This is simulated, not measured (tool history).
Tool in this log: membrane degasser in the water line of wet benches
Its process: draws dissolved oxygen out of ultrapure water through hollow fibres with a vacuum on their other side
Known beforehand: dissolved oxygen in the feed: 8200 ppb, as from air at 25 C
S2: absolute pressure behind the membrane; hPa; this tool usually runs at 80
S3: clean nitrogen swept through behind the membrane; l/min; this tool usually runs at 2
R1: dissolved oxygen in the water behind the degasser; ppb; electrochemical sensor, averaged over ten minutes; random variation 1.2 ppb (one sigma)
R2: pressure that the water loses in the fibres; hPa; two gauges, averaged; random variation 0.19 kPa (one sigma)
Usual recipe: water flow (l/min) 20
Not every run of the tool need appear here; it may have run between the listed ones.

{"run": 1, "hour": 0.0, "water flow (l/min)": 20, "S2": 80, "S3": 2, "R1": 121, "R2": 392.7}
{"run": 2, "hour": 58.3, "water flow (l/min)": 20, "S2": 80, "S3": 2, "R1": 124.1, "R2": 392.3}
{"run": 3, "hour": 125.7, "water flow (l/min)": 20, "S2": 80, "S3": 2, "R1": 121.4, "R2": 390}
{"run": 4, "hour": 166.5, "water flow (l/min)": 21, "S2": 80, "S3": 2, "R1": 129.2, "R2": 411.3}
{"run": 5, "hour": 246.4, "water flow (l/min)": 21, "S2": 80, "S3": 2, "R1": 129.5, "R2": 413.3}
{"run": 6, "hour": 306.3, "water flow (l/min)": 21, "S2": 80, "S3": 2, "R1": 126.6, "R2": 414.6}
{"run": 7, "hour": 381.2, "water flow (l/min)": 21, "S2": 80, "S3": 2, "R1": 129.9, "R2": 412.1}
{"run": 8, "hour": 443.9, "water flow (l/min)": 21, "S2": 80, "S3": 2, "R1": 129, "R2": 411}
{"run": 9, "hour": 490.8, "water flow (l/min)": 20, "S2": 80, "S3": 2, "R1": 123.2, "R2": 395.3}
{"run": 10, "hour": 574.9, "water flow (l/min)": 20, "S2": 80, "S3": 2, "R1": 121.6, "R2": 392.3}
{"run": 11, "hour": 630.8, "water flow (l/min)": 20, "S2": 80, "S3": 2, "R1": 122.7, "R2": 392.5}
{"run": 12, "hour": 716.4, "water flow (l/min)": 20, "S2": 80, "S3": 2, "R1": 124.6, "R2": 392.4}
{"run": 13, "hour": 795.8, "water flow (l/min)": 20, "S2": 80, "S3": 2, "R1": 124.2, "R2": 395.5}
{"run": 14, "hour": 865.0, "water flow (l/min)": 12, "S2": 121, "S3": 3.81, "R1": 72.7, "R2": 233.4}
{"run": 15, "hour": 936.8, "water flow (l/min)": 12, "S2": 121, "S3": 3.81, "R1": 72.9, "R2": 237.7}
{"run": 16, "hour": 999.0, "water flow (l/min)": 26, "S2": 57.7, "S3": 2.85, "R1": 71.1, "R2": 508.5}
{"run": 17, "hour": 1068.6, "water flow (l/min)": 20, "S2": 80.5, "S3": 2.02, "R1": 126.3, "R2": 396.1}
{"run": 18, "hour": 1123.5, "water flow (l/min)": 22, "S2": 100.5, "S3": 1.17, "R1": 301.6, "R2": 436.9}
{"hour": 1127.8, "done": "vacuum gauge calibrated"}
{"run": 19, "hour": 1173.1, "water flow (l/min)": 22, "S2": 100.5, "S3": 1.17, "R1": 308.1, "R2": 435.6}
{"run": 20, "hour": 1222.3, "water flow (l/min)": 16, "S2": 100.5, "S3": 1.97, "R1": 145, "R2": 315.6}
{"run": 21, "hour": 1285.8, "water flow (l/min)": 27, "S2": 185.3, "S3": 2.69, "R1": 375.9, "R2": 529.3}
{"hour": 1367.5, "done": "vacuum gauge calibrated, once more"}
{"run": 22, "hour": 1367.5, "water flow (l/min)": 27, "S2": 185.3, "S3": 2.69, "R1": 365.2, "R2": 533.3}
{"run": 23, "hour": 1407.2, "water flow (l/min)": 20, "S2": 147.5, "S3": 0.93, "R1": 522.6, "R2": 396.3}
{"run": 24, "hour": 1460.2, "water flow (l/min)": 12, "S2": 106.9, "S3": 2.23, "R1": 99.8, "R2": 237.1}
{"run": 25, "hour": 1505.1, "water flow (l/min)": 12, "S2": 106.9, "S3": 2.23, "R1": 98.9, "R2": 239.1}
{"run": 26, "hour": 1578.9, "water flow (l/min)": 14, "S2": 106.9, "S3": 1.56, "R1": 158.3, "R2": 277.4}

5 options for the next run, each taken on its own from the tool as it stands now. Forecast them:
{"run": "A", "hour": 1654.4, "water flow (l/min)": 15, "S2": 101.8, "S3": 0.8, "R1": "?", "R2": "?"}
{"run": "B", "hour": 1654.4, "water flow (l/min)": 30, "S2": 52.9, "S3": 1.52, "R1": "?", "R2": "?"}
{"run": "C", "hour": 1654.4, "water flow (l/min)": 20, "S2": 80, "S3": 5.67, "R1": "?", "R2": "?"}
{"run": "D", "hour": 1654.4, "water flow (l/min)": 14, "S2": 106.9, "S3": 3.64, "R1": "?", "R2": "?"}
{"run": "E", "hour": 1654.4, "water flow (l/min)": 18, "S2": 80, "S3": 2, "R1": "?", "R2": "?"}

run=A R1=292.3 R2=294.5
run=B R1=106.9 R2=597.1
run=C R1=45.1 R2=396.1
run=D R1=72.3 R2=276.5
run=E R1=107.9 R2=359
Had the tool no hidden state, the same runs would have come out as:
run=A R1=289.2 R2=284.3
run=B R1=103.2 R2=576.6
run=C R1=43.8 R2=382.4
run=D R1=70.9 R2=267
run=E R1=106 R2=346.7
